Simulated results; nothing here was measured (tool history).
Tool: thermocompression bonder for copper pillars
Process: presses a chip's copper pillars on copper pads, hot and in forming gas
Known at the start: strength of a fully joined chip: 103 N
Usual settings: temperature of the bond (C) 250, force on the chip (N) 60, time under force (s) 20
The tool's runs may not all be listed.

run,hour,temperature of the bond (C),force on the chip (N),time under force (s),force that shears a chip off (N)
1,0.0,250,60,20,74.8
2,17.6,250,60,20,74.0
3,49.2,222,60,20,50.1
4,71.8,222,60,20,49.9
5,91.3,250,70,20,80.4
6,125.7,250,70,20,80.9
7,156.0,250,70,20,80.5
# hour 183.1: forming gas filter changed
8,190.0,250,70,20,80.3
9,217.6,250,60,20,73.6
10,239.5,232,60,20,58.5
11,259.3,250,60,45,86.6
12,285.0,250,60,45,86.7
13,309.8,250,60,17,70.4
14,339.0,250,89,20,88.7
15,355.8,250,89,20,88.9
16,371.3,250,60,59,90.5
17,394.5,250,60,20,72.9
# hour 406.0: forming gas filter changed
18,410.0,250,60,20,73.6
19,432.9,250,60,20,73.3
20,451.4,228,42,10,30.1
21,466.7,228,42,10,30.1
22,495.1,250,41,31,63.5
23,523.3,250,41,31,63.8
24,539.2,264,59,16,78.3
25,565.4,264,59,16,78.2
26,594.9,250,80,39,92.0
27,624.5,250,60,46,85.9
# hour 628.2: forming gas filter changed
28,659.8,240,60,49,80.2
29,688.4,240,60,49,80.3
30,717.4,227,61,25,57.7
31,752.2,227,61,25,57.8
# hour 784.1: gauge calibrated
32,784.1,227,46,16,39.7
33,807.8,227,43,16,37.1
34,839.1,261,43,37,78.5
# hour 850.1: forming gas filter changed
35,856.7,261,43,37,78.4
36,879.8,261,43,37,78.5
37,898.7,257,83,20,91.3
38,917.3,257,83,20,91.1

Forecast each of these 4 alternatives for the next run:
A,946.4,250,56,23,?
B,946.4,228,45,10,?
C,946.4,272,63,14,?
D,946.4,250,60,16,?

run,force that shears a chip off (N)
A,72.7
B,32.7
C,85.2
D,69.8
Without the tool's hidden state the same runs would have given:
run,force that shears a chip off (N)
A,73.0
B,32.8
C,85.6
D,70.1
